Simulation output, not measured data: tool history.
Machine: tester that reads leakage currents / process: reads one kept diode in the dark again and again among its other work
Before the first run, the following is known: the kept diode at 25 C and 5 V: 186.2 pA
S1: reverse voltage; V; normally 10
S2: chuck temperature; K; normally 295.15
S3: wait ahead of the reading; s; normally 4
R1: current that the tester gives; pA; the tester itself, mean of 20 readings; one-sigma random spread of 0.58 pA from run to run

run	hour	S1	S2	S3	R1
1	0	10	295.15	4	192.13
2	210.7	10	295.15	4	192.21
3	390.7	10	295.15	4	191.82
4	553	10	295.15	4	192.31
5	776.1	1.7	295.15	4	92.97
6	898.3	10	295.15	4	191.36
7	1102.9	10	295.15	4	192.29
8	1330.6	10	295.15	4	193.14
9	1443.9	10	295.15	4	192.34
10	1655.6	10	295.15	4	192.84
11	1836.9	10	295.15	4	193.14
12	2077.3	10	295.15	4	192.62
13	2187.3	10	295.15	4	191.57
14	2397.8	10	295.15	0.32	193.69
15	2635.4	10	295.15	0.32	193.6
16	2878.7	10	295.15	0.32	194.41
17	3093.2	10	295.15	4	192.99
18	3332	10	295.15	4	191.34
19	3566.7	10	295.15	4	193.05
20	3768.5	10	295.15	4	192.79
21	3954.8	10	296.15	5.93	209.13
22	4108.7	10	296.15	5.93	209.9
23	4263.2	10	304.15	4.96	404.77
24	4435	1.4	298.15	0.71	111.33
25	4607.4	2	295.15	4	99.76
26	4858.8	4	310.15	0.61	443.76
27	4997.2	1.7	306.15	0.97	228.69
28	5142.7	1.7	304.15	0.97	195.65
29	5267.5	6	318.15	0.37	959.52
30	5447.1	6	318.15	0.37	955.03
31	5616	11.3	296.15	5.29	220.75
32	5854.3	1.5	294.15	3.47	81.24
33	5975	1.5	294.15	3.47	81.21
34	6102.8	7.4	300.15	0.5	258.49
35	6339.4	1.1	321.15	2.43	596.23
36	6469.7	2.4	308.15	2.43	308.97
37	6627.4	2.4	308.15	0.38	310.49
38	6874.9	4.7	311.15	4	513.6
39	6981.4	1.2	311.15	3.18	293.87

Put back what was entered between runs (5 entries, withheld): which listed runs does each sit between, and how does the hidden state differ from the listed run before to the listed run after?
Between runs 6 and 7: tester calibrated (hour 1031.2)
  stray current of the dirty probe card, pA a volt: 0.042 -> 0.043; current scale over the true one, %: 0.01 -> 0
  the result without the hidden state subtracted from the measured one, R1: +0.11 -> +0.09 pA
Between runs 10 and 11: probe card cleaned and baked (hour 1724.1)
  stray current of the dirty probe card, pA a volt: 0.045 -> 0.021
  the result without the hidden state subtracted from the measured one, R1: +0.08 -> -0.18 pA
Between runs 14 and 15: chuck's temperature calibrated (hour 2550.8)
  stray current of the dirty probe card, pA a volt: 0.023 -> 0.024; true chuck temperature over the reading, C: -0.01 -> 0
  the result without the hidden state subtracted from the measured one, R1: -0.19 -> +0.06 pA
Between runs 34 and 35: chuck's temperature calibrated (hour 6140.3)
  stray current of the dirty probe card, pA a volt: 0.038 -> 0.039; true chuck temperature over the reading, C: -0.01 -> 0
  the result without the hidden state subtracted from the measured one, R1: -0.13 -> +0.01 pA
Between runs 36 and 37: tester calibrated (hour 6596.9)
  current scale over the true one, %: 0.01 -> 0
  the result without the hidden state subtracted from the measured one, R1: +0.03 -> +0 pA
